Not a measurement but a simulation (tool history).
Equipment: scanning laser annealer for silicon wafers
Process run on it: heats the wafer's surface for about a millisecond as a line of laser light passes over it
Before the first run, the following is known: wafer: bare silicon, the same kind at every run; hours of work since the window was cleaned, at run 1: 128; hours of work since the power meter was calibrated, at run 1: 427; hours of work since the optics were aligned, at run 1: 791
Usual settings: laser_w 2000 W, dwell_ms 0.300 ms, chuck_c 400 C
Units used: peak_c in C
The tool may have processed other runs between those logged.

run,hour,laser_w,dwell_ms,chuck_c,hours of work since the window was cleaned,hours of work since the power meter was calibrated,hours of work since the optics were aligned,peak_c
1,0.0,2000,0.300,400,128,427,791,1111
2,11.8,2000,0.300,400,137,437,800,1111
3,23.5,2000,0.288,400,146,446,809,1096
4,31.6,2000,0.288,400,152,452,816,1098
5,41.8,2000,0.288,400,160,460,824,1097
6,53.1,2000,0.300,400,169,469,832,1109
7,61.3,2000,0.300,400,175,475,839,1110
8,73.2,2113,0.300,400,185,484,848,1154
9,86.7,2113,0.300,400,195,495,859,1154
10,94.5,1974,0.282,400,201,501,865,1077
11,101.4,1974,0.363,368,207,506,870,1133
12,115.2,1862,0.297,415,217,517,881,1065
13,121.5,1862,0.251,363,222,522,886,965
14,134.4,1862,0.251,363,232,532,896,966
15,149.7,1862,0.251,363,244,544,908,963
16,161.0,1862,0.251,363,253,553,916,964
17,173.9,1862,0.251,363,263,563,927,964

Here are 4 independent what-if runs from the current tool condition. What would each one return?
A,183.7,1765,0.300,400,271,570,934,?
B,183.7,2154,0.250,434,271,570,934,?
C,183.7,1881,0.251,363,271,570,934,?
D,183.7,2017,0.334,423,271,570,934,?

run,peak_c
A,1016
B,1141
C,970
D,1173
Stripped of hidden state, with their random variation kept, the same runs would have yielded:
run,peak_c
A,1032
B,1160
C,986
D,1193
